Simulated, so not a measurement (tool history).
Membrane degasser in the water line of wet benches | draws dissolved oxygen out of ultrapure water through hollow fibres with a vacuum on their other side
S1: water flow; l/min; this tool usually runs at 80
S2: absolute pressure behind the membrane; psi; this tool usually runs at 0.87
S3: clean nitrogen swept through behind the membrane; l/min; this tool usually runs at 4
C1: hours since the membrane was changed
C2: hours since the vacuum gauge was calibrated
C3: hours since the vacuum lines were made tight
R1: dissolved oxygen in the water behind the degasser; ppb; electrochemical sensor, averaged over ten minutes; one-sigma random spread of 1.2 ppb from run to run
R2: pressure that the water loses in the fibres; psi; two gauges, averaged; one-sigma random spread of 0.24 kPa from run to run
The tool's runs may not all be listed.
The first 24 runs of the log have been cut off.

run	day	S1	S2	S3	C1	C2	C3	R1	R2
25	103.217	127	0.87	4	2605	4394	5289	292.9	14.414
26	107.871	57	0.996	6.76	2717	4506	5400	82.4	6.477
27	110.696	74	0.87	5.13	2785	4574	5468	113.3	8.39
28	115.379	94	0.87	5.13	2897	4686	5581	159.8	10.669
# day 117.079: vacuum gauge calibrated
29	120.171	80	0.998	11.89	3012	74	5695	76.9	9.063
30	125.638	53	0.906	4	3143	205	5826	94.3	6.064
31	129.629	108	0.612	2.16	3239	301	5922	156.6	12.37
32	132.425	80	0.553	2.28	3306	368	5989	62	9.13

Here are 3 independent what-if runs from the current tool condition. What would each one return?
A	135.838	109	0.75	4	3388	450	6071	?	?
B	135.838	80	2.045	2.28	3388	450	6071	?	?
C	135.838	55	1.675	4	3388	450	6071	?	?

run	R1	R2
A	178.5	12.437
B	754.3	9.103
C	262.9	6.332
Without the tool's hidden state the same runs would have given:
run	R1	R2
A	168.6	12.095
B	748.8	8.85
C	259.7	6.158

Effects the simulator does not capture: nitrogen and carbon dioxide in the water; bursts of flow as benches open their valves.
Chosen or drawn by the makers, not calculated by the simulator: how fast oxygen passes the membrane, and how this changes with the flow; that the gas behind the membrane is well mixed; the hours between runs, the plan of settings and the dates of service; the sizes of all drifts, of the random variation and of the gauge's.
